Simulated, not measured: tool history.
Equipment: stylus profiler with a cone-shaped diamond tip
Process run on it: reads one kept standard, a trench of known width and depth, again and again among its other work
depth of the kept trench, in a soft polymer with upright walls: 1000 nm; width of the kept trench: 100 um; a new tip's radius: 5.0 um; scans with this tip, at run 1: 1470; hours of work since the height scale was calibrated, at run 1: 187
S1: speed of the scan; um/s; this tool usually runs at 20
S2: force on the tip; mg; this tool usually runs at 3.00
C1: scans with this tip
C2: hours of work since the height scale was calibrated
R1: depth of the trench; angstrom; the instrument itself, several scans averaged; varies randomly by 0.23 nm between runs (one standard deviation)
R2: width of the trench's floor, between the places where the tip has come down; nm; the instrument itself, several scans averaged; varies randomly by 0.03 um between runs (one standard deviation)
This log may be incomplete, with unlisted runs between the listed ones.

run,hour,S1,S2,C1,C2,R1,R2
1,0.0,20,3.00,1470,187,10173.1,93670
2,23.7,20,3.00,1608,205,10174.6,93630
3,44.2,20,3.00,1727,220,10172.6,93650
4,63.5,20,6.46,1840,234,10283.4,93660
5,89.1,20,6.46,1989,253,10286.3,93610
6,123.8,18,3.00,2190,279,10174.1,93550
7,144.8,9,1.05,2312,294,10092.4,93530
8,172.6,16,4.01,2474,315,10213.3,93500
9,194.4,75,1.63,2600,331,10117.9,93070
10,218.3,75,7.26,2740,348,10309.0,93320

Alternative continuations, all from the tool just after run 10; predict every row:
A,240.6,12,1.22,2869,365,?,?
B,240.6,22,5.08,2869,365,?,?
C,240.6,20,2.80,2869,365,?,?
D,240.6,40,2.25,2869,365,?,?
E,240.6,19,7.26,2869,365,?,?

run,R1,R2
A,10100.9,93400
B,10244.2,93470
C,10169.8,93430
D,10149.7,93240
E,10311.2,93460
Without the tool's unlogged condition, the same runs would have read:
run,R1,R2
A,10088.5,93860
B,10231.6,93920
C,10157.3,93890
D,10137.3,93700
E,10298.6,93920

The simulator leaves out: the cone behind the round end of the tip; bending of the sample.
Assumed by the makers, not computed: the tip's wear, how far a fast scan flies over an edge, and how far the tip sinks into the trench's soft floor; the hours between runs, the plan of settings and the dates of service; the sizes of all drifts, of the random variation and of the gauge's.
